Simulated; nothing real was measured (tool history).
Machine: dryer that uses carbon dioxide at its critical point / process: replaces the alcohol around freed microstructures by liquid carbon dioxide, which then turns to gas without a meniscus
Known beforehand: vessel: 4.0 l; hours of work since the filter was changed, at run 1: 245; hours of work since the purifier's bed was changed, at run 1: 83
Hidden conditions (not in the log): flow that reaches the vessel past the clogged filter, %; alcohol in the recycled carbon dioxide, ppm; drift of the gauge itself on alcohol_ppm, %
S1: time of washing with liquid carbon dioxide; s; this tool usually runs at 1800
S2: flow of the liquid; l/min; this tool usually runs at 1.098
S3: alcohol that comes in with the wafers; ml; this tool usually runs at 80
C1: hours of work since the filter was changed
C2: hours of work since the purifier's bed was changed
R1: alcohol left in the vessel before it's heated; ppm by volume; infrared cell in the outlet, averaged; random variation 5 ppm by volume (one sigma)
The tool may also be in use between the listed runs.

{"run": 1, "hour": 0.0, "S1": 1800, "S2": 1.098, "S3": 80, "C1": 245, "C2": 83, "R1": 45}
{"run": 2, "hour": 6.6, "S1": 1800, "S2": 1.098, "S3": 80, "C1": 250, "C2": 88, "R1": 38}
{"run": 3, "hour": 16.7, "S1": 1800, "S2": 1.0, "S3": 80, "C1": 257, "C2": 95, "R1": 67}
{"run": 4, "hour": 25.4, "S1": 1800, "S2": 1.0, "S3": 80, "C1": 263, "C2": 101, "R1": 73}
{"run": 5, "hour": 35.0, "S1": 1800, "S2": 1.098, "S3": 39, "C1": 270, "C2": 108, "R1": 52}
{"run": 6, "hour": 40.4, "S1": 1800, "S2": 1.098, "S3": 39, "C1": 274, "C2": 112, "R1": 47}
{"run": 7, "hour": 47.7, "S1": 1800, "S2": 1.098, "S3": 80, "C1": 279, "C2": 117, "R1": 63}
{"run": 8, "hour": 57.7, "S1": 1800, "S2": 1.098, "S3": 80, "C1": 286, "C2": 125, "R1": 64}
{"run": 9, "hour": 65.4, "S1": 1800, "S2": 1.098, "S3": 80, "C1": 292, "C2": 130, "R1": 62}
{"run": 10, "hour": 74.9, "S1": 1560, "S2": 1.098, "S3": 80, "C1": 299, "C2": 137, "R1": 101}
{"run": 11, "hour": 84.3, "S1": 1560, "S2": 1.098, "S3": 80, "C1": 306, "C2": 144, "R1": 97}
{"run": 12, "hour": 92.0, "S1": 1440, "S2": 1.14, "S3": 30, "C1": 311, "C2": 149, "R1": 76}
{"run": 13, "hour": 101.7, "S1": 1440, "S2": 1.14, "S3": 30, "C1": 318, "C2": 156, "R1": 71}
{"run": 14, "hour": 107.2, "S1": 2640, "S2": 1.51, "S3": 91, "C1": 322, "C2": 160, "R1": 52}
{"run": 15, "hour": 111.7, "S1": 2100, "S2": 1.38, "S3": 80, "C1": 325, "C2": 163, "R1": 55}
{"run": 16, "hour": 121.1, "S1": 1860, "S2": 1.09, "S3": 43, "C1": 332, "C2": 170, "R1": 67}
{"run": 17, "hour": 125.9, "S1": 2760, "S2": 0.9, "S3": 43, "C1": 336, "C2": 174, "R1": 52}
{"run": 18, "hour": 135.6, "S1": 2820, "S2": 0.7, "S3": 99, "C1": 342, "C2": 181, "R1": 86}
{"run": 19, "hour": 143.0, "S1": 2460, "S2": 0.7, "S3": 47, "C1": 348, "C2": 186, "R1": 97}
{"run": 20, "hour": 148.3, "S1": 2460, "S2": 0.7, "S3": 47, "C1": 352, "C2": 190, "R1": 86}
{"run": 21, "hour": 158.2, "S1": 2460, "S2": 0.7, "S3": 47, "C1": 359, "C2": 197, "R1": 89}
{"run": 22, "hour": 166.9, "S1": 2040, "S2": 1.3, "S3": 47, "C1": 365, "C2": 203, "R1": 60}

4 ways to go on from here, each from the tool as it stands after run 22. What would each give?
{"run": "A", "hour": 176.2, "S1": 2760, "S2": 1.26, "S3": 97, "C1": 372, "C2": 210, "R1": "?"}
{"run": "B", "hour": 176.2, "S1": 2340, "S2": 1.3, "S3": 53, "C1": 372, "C2": 210, "R1": "?"}
{"run": "C", "hour": 176.2, "S1": 2880, "S2": 1.3, "S3": 47, "C1": 372, "C2": 210, "R1": "?"}
{"run": "D", "hour": 176.2, "S1": 1260, "S2": 1.3, "S3": 47, "C1": 372, "C2": 210, "R1": "?"}

run=A R1=66
run=B R1=68
run=C R1=70
run=D R1=105
Without the tool's unlogged condition, the same runs would have read:
run=A R1=10
run=B R1=9
run=C R1=12
run=D R1=27
